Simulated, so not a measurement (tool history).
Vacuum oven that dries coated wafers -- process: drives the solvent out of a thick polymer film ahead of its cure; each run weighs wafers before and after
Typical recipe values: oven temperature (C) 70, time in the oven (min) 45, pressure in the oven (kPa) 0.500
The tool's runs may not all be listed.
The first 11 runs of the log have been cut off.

run,day,oven temperature (C),time in the oven (min),pressure in the oven (kPa),hours of work since the thermocouples were calibrated,hours of work since the vacuum gauge was cleaned of residue,solvent left in the film (%)
12,16.925,70,50,0.500,595,982,1.25
13,18.417,70,45,0.500,617,1004,1.58
14,19.912,70,45,0.500,640,1027,1.58
15,21.521,70,45,0.500,665,1052,1.61
16,23.367,70,45,0.500,693,1080,1.58
17,24.662,70,45,0.500,713,1100,1.60
18,26.675,70,45,0.500,744,1131,1.57
19,28.083,62,45,0.500,766,1153,2.97
20,30.046,62,45,0.500,796,1183,3.00
21,31.250,70,45,0.500,814,1201,1.67
22,33.296,70,65,0.552,846,1233,0.80
23,35.079,59,45,0.306,873,1260,3.49
24,36.988,59,36,1.200,902,1289,4.87

Run 25 is up next; what results do you expect?
25,38.004,77,55,0.371,918,1305,?

{"run 25": {"solvent left in the film (%)": 0.56}}
Take away the tool's hidden state, keep the run-to-run variation as it was, and the same run would have given solvent left in the film (%) 0.38.
